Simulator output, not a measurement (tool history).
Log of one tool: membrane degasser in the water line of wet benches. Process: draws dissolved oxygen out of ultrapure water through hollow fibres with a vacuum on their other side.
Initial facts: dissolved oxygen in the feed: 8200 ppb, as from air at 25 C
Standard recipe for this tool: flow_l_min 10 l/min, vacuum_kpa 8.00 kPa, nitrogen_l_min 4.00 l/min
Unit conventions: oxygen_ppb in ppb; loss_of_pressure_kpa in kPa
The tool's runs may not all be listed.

Run 1, day 0.000: usual settings. Result: oxygen_ppb 252.9 ppb, loss_of_pressure_kpa 41.00 kPa.
Run 2, day 4.275: usual settings. Result: oxygen_ppb 253.1 ppb, loss_of_pressure_kpa 41.01 kPa.
Run 3, day 7.983: usual settings. Result: oxygen_ppb 252.1 ppb, loss_of_pressure_kpa 40.87 kPa.
Run 4, day 11.233: usual settings. Result: oxygen_ppb 254.0 ppb, loss_of_pressure_kpa 40.95 kPa.
Run 5, day 14.792: usual settings but flow_l_min 11 l/min. Result: oxygen_ppb 312.8 ppb, loss_of_pressure_kpa 45.09 kPa.
At day 16.146: vacuum gauge calibrated.
Run 6, day 18.762: usual settings but flow_l_min 11 l/min. Result: oxygen_ppb 309.4 ppb, loss_of_pressure_kpa 45.10 kPa.
Run 7, day 23.125: usual settings but vacuum_kpa 11.55 kPa. Result: oxygen_ppb 275.4 ppb, loss_of_pressure_kpa 41.15 kPa.
Run 8, day 26.562: usual settings but vacuum_kpa 11.55 kPa. Result: oxygen_ppb 273.3 ppb, loss_of_pressure_kpa 41.23 kPa.
Run 9, day 29.542: usual settings but vacuum_kpa 7.57 kPa. Result: oxygen_ppb 251.0 ppb, loss_of_pressure_kpa 41.24 kPa.
Run 10, day 33.933: usual settings but vacuum_kpa 7.57 kPa. Result: oxygen_ppb 254.0 ppb, loss_of_pressure_kpa 41.07 kPa.
Run 11, day 37.225: usual settings but vacuum_kpa 7.57 kPa. Result: oxygen_ppb 253.0 ppb, loss_of_pressure_kpa 41.16 kPa.
Run 12, day 41.400: usual settings but vacuum_kpa 7.57 kPa. Result: oxygen_ppb 249.7 ppb, loss_of_pressure_kpa 41.01 kPa.
Run 13, day 45.088: usual settings but vacuum_kpa 7.57 kPa. Result: oxygen_ppb 251.1 ppb, loss_of_pressure_kpa 41.20 kPa.
Run 14, day 48.212: usual settings but vacuum_kpa 7.57 kPa. Result: oxygen_ppb 249.8 ppb, loss_of_pressure_kpa 41.12 kPa.
Run 15, day 50.562: usual settings but vacuum_kpa 7.57 kPa. Result: oxygen_ppb 247.1 ppb, loss_of_pressure_kpa 41.36 kPa.
Run 16, day 53.562: usual settings but flow_l_min 7 l/min. Result: oxygen_ppb 102.8 ppb, loss_of_pressure_kpa 29.00 kPa.
Run 17, day 57.300: usual settings but flow_l_min 12 l/min, nitrogen_l_min 11.10 l/min. Result: oxygen_ppb 355.4 ppb, loss_of_pressure_kpa 49.63 kPa.
Run 18, day 59.704: usual settings but flow_l_min 12 l/min, vacuum_kpa 12.45 kPa, nitrogen_l_min 11.10 l/min. Result: oxygen_ppb 370.2 ppb, loss_of_pressure_kpa 49.66 kPa.
Run 19, day 64.692: usual settings but flow_l_min 12 l/min, vacuum_kpa 12.45 kPa, nitrogen_l_min 11.10 l/min. Result: oxygen_ppb 365.3 ppb, loss_of_pressure_kpa 49.84 kPa.
Run 20, day 68.667: usual settings but vacuum_kpa 5.04 kPa, nitrogen_l_min 8.47 l/min. Result: oxygen_ppb 230.9 ppb, loss_of_pressure_kpa 41.27 kPa.
Run 21, day 71.817: usual settings but flow_l_min 14 l/min, vacuum_kpa 13.15 kPa, nitrogen_l_min 7.49 l/min. Result: oxygen_ppb 514.5 ppb, loss_of_pressure_kpa 57.97 kPa.
Run 22, day 76.075: usual settings but vacuum_kpa 17.43 kPa, nitrogen_l_min 7.06 l/min. Result: oxygen_ppb 269.9 ppb, loss_of_pressure_kpa 41.46 kPa.
Run 23, day 78.271: usual settings but vacuum_kpa 9.88 kPa, nitrogen_l_min 5.34 l/min. Result: oxygen_ppb 254.9 ppb, loss_of_pressure_kpa 41.38 kPa.
Run 24, day 80.392: usual settings but flow_l_min 6 l/min, nitrogen_l_min 8.83 l/min. Result: oxygen_ppb 58.3 ppb, loss_of_pressure_kpa 24.89 kPa.
Run 25, day 85.417: usual settings but vacuum_kpa 16.96 kPa, nitrogen_l_min 7.28 l/min. Result: oxygen_ppb 271.6 ppb, loss_of_pressure_kpa 41.60 kPa.
Run 26, day 89.067: usual settings but flow_l_min 13 l/min, vacuum_kpa 8.81 kPa, nitrogen_l_min 8.09 l/min. Result: oxygen_ppb 423.4 ppb, loss_of_pressure_kpa 53.89 kPa.
Run 27, day 91.275: usual settings but flow_l_min 13 l/min, vacuum_kpa 8.81 kPa, nitrogen_l_min 8.09 l/min. Result: oxygen_ppb 430.7 ppb, loss_of_pressure_kpa 54.16 kPa.
Run 28, day 94.858: usual settings but flow_l_min 13 l/min, vacuum_kpa 8.81 kPa, nitrogen_l_min 8.09 l/min. Result: oxygen_ppb 427.2 ppb, loss_of_pressure_kpa 53.99 kPa.
Run 29, day 99.071: usual settings but flow_l_min 13 l/min, vacuum_kpa 6.36 kPa, nitrogen_l_min 2.02 l/min. Result: oxygen_ppb 454.6 ppb, loss_of_pressure_kpa 54.07 kPa.

Consider 3 possible next runs. They are alternatives, not a sequence: every one starts from the tool as it was left by run 29. What does each give?
Run A, day 102.075: usual settings but flow_l_min 16 l/min, vacuum_kpa 6.36 kPa, nitrogen_l_min 4.97 l/min. Result: oxygen_ppb ?, loss_of_pressure_kpa ?.
Run B, day 102.075: usual settings but flow_l_min 8 l/min, vacuum_kpa 10.09 kPa, nitrogen_l_min 2.02 l/min. Result: oxygen_ppb ?, loss_of_pressure_kpa ?.
Run C, day 102.075: usual settings but flow_l_min 9 l/min, vacuum_kpa 12.77 kPa, nitrogen_l_min 2.02 l/min. Result: oxygen_ppb ?, loss_of_pressure_kpa ?.

run  oxygen_ppb  loss_of_pressure_kpa
  A       628.3                 66.73
  B       191.2                 33.36
  C       273.3                 37.62
The same runs, with their run-to-run variation unchanged, on a tool lacking any hidden condition would have given:
run  oxygen_ppb  loss_of_pressure_kpa
  A       627.5                 65.60
  B       190.9                 32.79
  C       272.9                 36.98

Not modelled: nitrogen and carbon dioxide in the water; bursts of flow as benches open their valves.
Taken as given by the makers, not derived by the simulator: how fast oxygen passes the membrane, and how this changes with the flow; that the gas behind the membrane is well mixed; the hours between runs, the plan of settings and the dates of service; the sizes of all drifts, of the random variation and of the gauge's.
